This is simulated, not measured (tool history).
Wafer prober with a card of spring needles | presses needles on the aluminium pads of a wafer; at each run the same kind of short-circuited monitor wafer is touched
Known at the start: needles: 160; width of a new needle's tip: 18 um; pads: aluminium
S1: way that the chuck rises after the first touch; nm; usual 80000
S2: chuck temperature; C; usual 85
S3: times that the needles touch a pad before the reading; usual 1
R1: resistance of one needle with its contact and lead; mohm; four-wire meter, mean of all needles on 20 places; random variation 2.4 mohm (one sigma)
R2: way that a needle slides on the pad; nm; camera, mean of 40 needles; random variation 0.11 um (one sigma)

run,hour,S1,S2,S3,R1,R2
1,0.0,80000,85,1,321,16450
# hour 5.8: tips cleaned on abrasive film
2,21.1,80000,85,1,349,16330
# hour 26.1: tips cleaned on abrasive film
3,42.0,80000,85,1,320,16400
# hour 44.3: tips cleaned on abrasive film
# hour 63.1: tips cleaned on abrasive film
4,64.7,80000,85,1,279,16640
# hour 79.2: tips cleaned on abrasive film, once more
5,83.8,80000,85,1,293,16540
# hour 98.1: tips cleaned on abrasive film
6,105.4,80000,85,1,306,16420
# hour 116.5: tips cleaned on abrasive film
7,126.3,80000,85,1,310,16480
# hour 135.5: tips cleaned on abrasive film
8,145.9,66000,85,1,338,13400
# hour 154.1: tips cleaned on abrasive film
9,169.9,80000,85,1,324,16410
# hour 172.4: tips cleaned on abrasive film
# hour 191.1: tips cleaned on abrasive film
10,191.4,80000,85,1,280,16480
# hour 210.6: tips cleaned on abrasive film
11,213.9,75000,85,1,290,15110
# hour 230.4: tips cleaned on abrasive film
12,235.8,75000,85,2,289,15290
# hour 249.3: tips cleaned on abrasive film
13,251.3,80000,87,1,287,16370
14,262.1,80000,87,1,320,16090
# hour 268.5: tips cleaned on abrasive film
# hour 286.8: tips cleaned on abrasive film
15,286.8,80000,87,1,279,16270
16,297.0,80000,87,1,313,16120
# hour 305.2: tips cleaned on abrasive film
17,312.4,80000,116,1,311,16230
# hour 324.2: tips cleaned on abrasive film
18,335.5,80000,27,3,271,15990
# hour 344.3: tips cleaned on abrasive film
19,360.0,80000,27,3,279,16220
# hour 363.5: tips cleaned on abrasive film
20,373.5,80000,27,3,269,16340
# hour 382.3: tips cleaned on abrasive film
21,387.4,99000,79,1,280,20030
# hour 400.9: tips cleaned on abrasive film
22,406.3,99000,77,1,285,20120
# hour 420.5: tips cleaned on abrasive film
23,422.3,80000,71,1,284,16250
24,436.2,80000,85,3,288,16130
# hour 440.7: tips cleaned on abrasive film
# hour 458.9: tips cleaned on abrasive film
25,458.9,80000,85,1,275,16010
26,472.5,73000,85,1,342,14600
# hour 477.7: tips cleaned on abrasive film
# hour 496.2: tips cleaned on abrasive film
27,496.6,80000,104,1,285,15710
# hour 515.2: tips cleaned on abrasive film
28,516.7,61000,116,1,315,12060
# hour 533.6: tips cleaned on abrasive film
29,538.0,61000,116,1,332,11870
# hour 553.1: tips cleaned on abrasive film
30,555.4,61000,116,1,316,11990
31,566.4,77000,43,1,320,15320

Hidden state or all else? Some run-to-run changes of R1, split into what the settings, what came in and random variation would give without the hidden state, and what is left for the hidden state (with any gauge scatter that isn't in both results):
The hidden state here: debris on the tips, nm; way that the needles fall short of the set height, um; tips' diameter, um; drift of the gauge itself on contact_mohm, %; drift of the gauge itself on scrub_um, %.
Run 9 -> 10: tips cleaned on abrasive film, tips cleaned on abrasive film. R1 -44 mohm: hidden state -44, all else +0.
Run 25 -> 26: S1 80000 -> 73000. R1 +67 mohm: hidden state +59, all else +8.
Run 26 -> 27: S1 73000 -> 80000, S2 85 -> 104, tips cleaned on abrasive film, tips cleaned on abrasive film. R1 -57 mohm: hidden state -55, all else -2.
